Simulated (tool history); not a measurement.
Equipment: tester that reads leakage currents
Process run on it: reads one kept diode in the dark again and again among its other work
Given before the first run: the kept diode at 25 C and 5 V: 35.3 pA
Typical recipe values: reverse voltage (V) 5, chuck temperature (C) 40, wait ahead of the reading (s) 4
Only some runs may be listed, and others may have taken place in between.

run     day  reverse voltage (V)  chuck temperature (C)  wait ahead of the reading (s)  current that the tester gives (pA)
  1       0                    5                     40                              4                              109.76
  2   0.871                    5                     40                              4                              109.91
  3   1.838                    5                     40                           1.97                              109.64
  4   3.158                    5                     40                           1.97                              109.47
  5   4.096                    5                     40                              4                              108.29
  6   5.617                    5                     40                              4                              108.54
  7   6.442                    5                     40                           5.65                              108.09
  8   7.629                    5                     40                           5.65                              108.09
  9   8.896                    5                     40                           5.65                              107.39
 10   10.35                    5                     40                           5.65                              106.95
 11   11.75                    5                     40                              4                              106.46
 12  13.083                    5                     40                              4                              106.14
 13  13.783                    5                     40                              4                              105.83
 14  14.762                    5                     40                              4                              105.17
 15    15.6                    5                     40                              4                              105.37
 16  16.262                    5                     36                              4                               78.82
 17  17.046                    5                     36                              4                               78.96
 18  18.283                    5                     36                              4                               78.25
 19  19.133                    5                     36                              4                               77.75
     19.792  -- chuck's temperature calibrated
 20  20.621                    5                     36                              4                               90.16
 21  22.238                    5                     36                              4                               90.42
 22  22.988                    5                     40                           4.27                              119.38
 23  23.862                    5                     40                           4.27                              118.67
 24  25.346                 6.99                     21                           2.05                               37.86
 25  26.375                 6.99                     21                           2.05                                37.8
 26  27.771                 6.99                     21                           2.05                                37.8
 27  28.612                16.93                     21                              4                               64.66
 28  29.308                16.93                     21                              4                               64.89
 29  30.575                16.93                     21                              4                               65.04
 30  32.021                18.19                     40                           0.33                              230.32
 31    32.7                16.89                     26                           1.64                                87.8
 32  34.104                 2.67                     51                           1.64                              184.94
 33  35.608                 4.58                     24                           1.24                               36.35
 34  36.929                 4.58                     50                           1.24                              220.26
 35  38.525                 4.58                     44                           1.74                               145.5
 36  39.658                 7.24                     50                           1.74                              271.18
 37  40.712                 7.24                     50                           1.74                              271.48
 38  42.204                 5.78                     31                           5.48                               65.29
 39  43.442                 2.81                     23                           1.56                               25.27
 40  44.738                 1.48                     58                           0.31                              218.45
 41    45.9                 1.48                     58                           0.31                              215.51

Branching from run 41: 3 alternative next runs. What would each branch give?
  A  47.392                 2.11                     38                              4                                   ?
  B  47.392                 5.36                     26                           4.54                                   ?
  C  47.392                    5                     40                           0.33                                   ?

run  current that the tester gives (pA)
  A                               63.05
  B                               44.03
  C                              113.83
With the hidden condition removed and each run's random variation left untouched, the same runs would have given:
run  current that the tester gives (pA)
  A                               66.22
  B                               39.83
  C                              117.05
